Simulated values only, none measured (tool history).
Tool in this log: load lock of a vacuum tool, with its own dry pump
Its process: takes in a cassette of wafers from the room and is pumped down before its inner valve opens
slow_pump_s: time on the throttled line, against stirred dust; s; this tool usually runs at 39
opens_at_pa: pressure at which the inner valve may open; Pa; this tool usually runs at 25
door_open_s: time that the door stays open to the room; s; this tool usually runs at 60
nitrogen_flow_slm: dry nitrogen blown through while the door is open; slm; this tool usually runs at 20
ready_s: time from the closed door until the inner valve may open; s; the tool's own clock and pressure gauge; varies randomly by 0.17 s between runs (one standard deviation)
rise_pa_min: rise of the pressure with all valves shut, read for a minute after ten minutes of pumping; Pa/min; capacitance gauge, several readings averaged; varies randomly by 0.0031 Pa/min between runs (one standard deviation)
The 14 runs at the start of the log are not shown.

run,hour,slow_pump_s,opens_at_pa,door_open_s,nitrogen_flow_slm,hours that the pump has run since its overhaul,times that the door has closed on its seal,"incoming humidity of the room's air, %",ready_s,rise_pa_min
15,4564.3,39,25,60,20,16277,33207,44,61,0.177
16,4879.1,39,25,60,17,16592,34522,44.2,61,0.191
17,5110.5,39,25,60,17,16824,35489,45.6,61,0.186
18,5384.9,39,25,60,17,17098,36635,48.3,60.8,0.205
19,5581.6,39,25,60,17,17295,37456,48.8,61.3,0.208
20,5782.4,52,48,60,17,17495,38295,44.2,68.4,0.209
21,6045.8,38,28,184,43,17759,39395,44.2,60,0.22
22,6242.4,38,27,203,10,17955,40216,51.1,60.2,0.317
23,6471.9,38,27,203,10,18185,41175,47.8,60.3,0.31
24,6867.5,38,27,203,10,18581,42827,45.1,60.4,0.31
25,7219.8,38,27,203,10,18933,44299,45,60.2,0.317
26,7527.3,25,27,167,28,19240,45583,43.7,50.4,0.27
27,7761,39,25,60,40,19474,46559,46.1,61.5,0.242
28,8177.4,36,36,73,29,19890,48298,46.6,58,0.254
29,8432.1,27,48,87,29,20145,49363,45.1,50.1,0.27
30,8740.3,39,40,115,20,20453,50650,42.2,59.6,0.295
31,9058.4,39,25,60,35,20771,51979,46.3,61.6,0.277
32,9430.2,70,47,71,8,21143,53531,46.5,83.2,0.336
33,9780.6,70,34,48,8,21494,54995,43.9,84,0.319
34,10011.8,70,26,48,7,21725,55961,42.8,85.2,0.321
35,10350.2,30,25,39,10,22063,57374,44.6,55.2,0.328
36,10663,23,25,60,10,22376,58681,46.8,50.1,0.36
37,10918,56,34,60,6,22631,59746,42.4,73.6,0.359

Predict each of these 3 candidate next runs independently; none follows another, all start after run 37:
A,11298.6,55,40,60,5,23012,61335,45.9,?,?
B,11298.6,46,34,219,6,23012,61335,41.6,?,?
C,11298.6,39,25,60,8,23012,61335,45.5,?,?

run,ready_s,rise_pa_min
A,72.6,0.389
B,66.1,0.454
C,61.8,0.382
Had the tool no hidden state, the same runs would have come out as:
run,ready_s,rise_pa_min
A,70,0.088
B,63.1,0.157
C,58.3,0.081
